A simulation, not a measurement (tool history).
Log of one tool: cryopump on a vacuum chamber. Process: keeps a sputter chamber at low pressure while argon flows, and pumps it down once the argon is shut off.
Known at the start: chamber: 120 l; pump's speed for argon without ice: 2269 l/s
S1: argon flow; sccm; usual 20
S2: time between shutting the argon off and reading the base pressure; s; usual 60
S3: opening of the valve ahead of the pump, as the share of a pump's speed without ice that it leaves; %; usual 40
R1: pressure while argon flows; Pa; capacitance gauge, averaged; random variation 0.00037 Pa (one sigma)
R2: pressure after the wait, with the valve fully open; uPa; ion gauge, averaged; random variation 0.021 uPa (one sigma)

Run 1, hour 0: usual settings. Result: R1 0.0392 Pa, R2 0.46 uPa.
Run 2, hour 6.6: usual settings but S3 22 %. Result: R1 0.0693 Pa, R2 0.49 uPa.
Run 3, hour 20.8: usual settings but S3 22 %. Result: R1 0.0699 Pa, R2 0.44 uPa.
Run 4, hour 36.1: usual settings but S3 22 %. Result: R1 0.07 Pa, R2 0.5 uPa.
Run 5, hour 49.8: usual settings but S2 107 s. Result: R1 0.0396 Pa, R2 0.35 uPa.
Run 6, hour 59.9: usual settings but S2 107 s. Result: R1 0.0396 Pa, R2 0.32 uPa.
Run 7, hour 70.2: usual settings. Result: R1 0.04 Pa, R2 0.51 uPa.
Run 8, hour 80.9: usual settings. Result: R1 0.0399 Pa, R2 0.49 uPa.
Run 9, hour 95.3: usual settings. Result: R1 0.0396 Pa, R2 0.46 uPa.
Run 10, hour 101.9: usual settings. Result: R1 0.0404 Pa, R2 0.53 uPa.
Run 11, hour 109.7: usual settings but S1 8 sccm. Result: R1 0.0158 Pa, R2 0.5 uPa.
Run 12, hour 117.8: usual settings. Result: R1 0.0405 Pa, R2 0.52 uPa.
Run 13, hour 131.4: usual settings but S2 124 s. Result: R1 0.0397 Pa, R2 0.35 uPa.
Run 14, hour 139.7: usual settings but S2 124 s. Result: R1 0.0406 Pa, R2 0.37 uPa.
Run 15, hour 152.6: usual settings but S2 124 s. Result: R1 0.0402 Pa, R2 0.37 uPa.
Run 16, hour 166.6: usual settings but S2 124 s. Result: R1 0.0399 Pa, R2 0.34 uPa.
Run 17, hour 182.3: usual settings but S2 124 s. Result: R1 0.0409 Pa, R2 0.37 uPa.
Run 18, hour 195.2: usual settings but S1 17 sccm, S2 33 s, S3 36 %. Result: R1 0.0385 Pa, R2 0.73 uPa.
Run 19, hour 209.2: usual settings but S2 108 s, S3 22 %. Result: R1 0.0716 Pa, R2 0.35 uPa.
Run 20, hour 216.8: usual settings but S2 108 s, S3 22 %. Result: R1 0.0716 Pa, R2 0.36 uPa.
Run 21, hour 228.8: usual settings but S1 17 sccm, S3 29 %. Result: R1 0.0475 Pa, R2 0.55 uPa.
Run 22, hour 243.4: usual settings but S1 23 sccm, S2 26 s, S3 26 %. Result: R1 0.0707 Pa, R2 0.87 uPa.
Run 23, hour 251.7: usual settings but S2 40 s, S3 25 %. Result: R1 0.0644 Pa, R2 0.66 uPa.
Run 24, hour 267.8: usual settings but S2 207 s, S3 24 %. Result: R1 0.0664 Pa, R2 0.33 uPa.
Run 25, hour 277: usual settings but S2 207 s, S3 24 %. Result: R1 0.0663 Pa, R2 0.35 uPa.
Run 26, hour 284.6: usual settings but S2 41 s, S3 18 %. Result: R1 0.0875 Pa, R2 0.68 uPa.
Run 27, hour 300.7: usual settings but S2 275 s, S3 57 %. Result: R1 0.0306 Pa, R2 0.3 uPa.
Run 28, hour 313.1: usual settings but S1 38 sccm, S2 124 s, S3 38 %. Result: R1 0.0836 Pa, R2 0.41 uPa.
Run 29, hour 328.5: usual settings but S2 38 s. Result: R1 0.0424 Pa, R2 0.67 uPa.
Run 30, hour 344.4: usual settings but S1 18 sccm, S2 38 s, S3 24 %. Result: R1 0.0608 Pa, R2 0.7 uPa.
Run 31, hour 355.4: usual settings but S1 18 sccm, S2 38 s, S3 24 %. Result: R1 0.0609 Pa, R2 0.7 uPa.
Run 32, hour 362: usual settings but S1 33 sccm, S2 26 s, S3 24 %. Result: R1 0.1106 Pa, R2 0.93 uPa.
Run 33, hour 369.7: usual settings but S1 14 sccm, S2 113 s, S3 19 %. Result: R1 0.0583 Pa, R2 0.42 uPa.
Run 34, hour 379.4: usual settings but S1 29 sccm, S2 52 s, S3 53 %. Result: R1 0.0487 Pa, R2 0.59 uPa.

Forecast each of these 3 alternatives for the next run:
Run A, hour 395.1: usual settings but S1 8 sccm, S2 35 s, S3 20 %. Result: R1 ?, R2 ?.
Run B, hour 395.1: usual settings but S1 32 sccm, S2 52 s. Result: R1 ?, R2 ?.
Run C, hour 395.1: usual settings but S1 29 sccm, S2 52 s, S3 53 %. Result: R1 ?, R2 ?.

run      R1    R2
  A  0.0323  0.76
  B  0.0689  0.59
  C  0.0487   0.6
Without the tool's hidden state the same runs would have given:
run      R1    R2
  A    0.03  0.62
  B  0.0598  0.45
  C  0.0405  0.45
